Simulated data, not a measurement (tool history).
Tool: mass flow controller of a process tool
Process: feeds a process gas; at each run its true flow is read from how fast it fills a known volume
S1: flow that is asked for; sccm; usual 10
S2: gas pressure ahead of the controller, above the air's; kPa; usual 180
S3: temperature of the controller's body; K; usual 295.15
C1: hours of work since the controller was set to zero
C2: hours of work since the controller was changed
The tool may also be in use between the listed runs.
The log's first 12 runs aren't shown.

run 13 hour=1705.8 | S1=10 S2=180 S3=309.15 | C1=2890 C2=2890 | true_flow_(%)=99.32
run 14 hour=1868.6 | S1=10 S2=180 S3=309.15 | C1=2956 C2=2956 | true_flow_(%)=99.3
run 15 hour=2070.7 | S1=10 S2=180 S3=309.15 | C1=3038 C2=3038 | true_flow_(%)=99.23
run 16 hour=2190.7 | S1=10 S2=180 S3=309.15 | C1=3087 C2=3087 | true_flow_(%)=99.25
run 17 hour=2310.3 | S1=10 S2=180 S3=309.15 | C1=3136 C2=3136 | true_flow_(%)=99.33
run 18 hour=2410 | S1=6 S2=213 S3=295.15 | C1=3176 C2=3176 | true_flow_(%)=98.84
run 19 hour=2523.2 | S1=6 S2=213 S3=295.15 | C1=3222 C2=3222 | true_flow_(%)=98.71
run 20 hour=2640.2 | S1=9 S2=191 S3=298.15 | C1=3270 C2=3270 | true_flow_(%)=98.52
run 21 hour=2828.3 | S1=3 S2=250 S3=304.15 | C1=3346 C2=3346 | true_flow_(%)=101.83
run 22 hour=2974.2 | S1=19 S2=250 S3=295.15 | C1=3406 C2=3406 | true_flow_(%)=98.66
run 23 hour=3134.7 | S1=10 S2=248 S3=308.15 | C1=3471 C2=3471 | true_flow_(%)=99.02
run 24 hour=3273 | S1=4 S2=267 S3=308.15 | C1=3527 C2=3527 | true_flow_(%)=100.7
run 25 hour=3474.4 | S1=4 S2=203 S3=306.15 | C1=3609 C2=3609 | true_flow_(%)=100.99
run 26 hour=3580.7 | S1=4 S2=203 S3=306.15 | C1=3653 C2=3653 | true_flow_(%)=101.02
run 27 hour=3758.4 | S1=4 S2=203 S3=306.15 | C1=3725 C2=3725 | true_flow_(%)=101.04
run 28 hour=3892.6 | S1=3 S2=180 S3=300.15 | C1=3779 C2=3779 | true_flow_(%)=102.41

Forecast run 29:
run 29 hour=4106.4 | S1=3 S2=240 S3=300.15 | C1=3866 C2=3866 | true_flow_(%)=?

Run 29 gave true flow (%) 102.17.
Without the tool's hidden state the same run would have given true flow (%) 97.18.
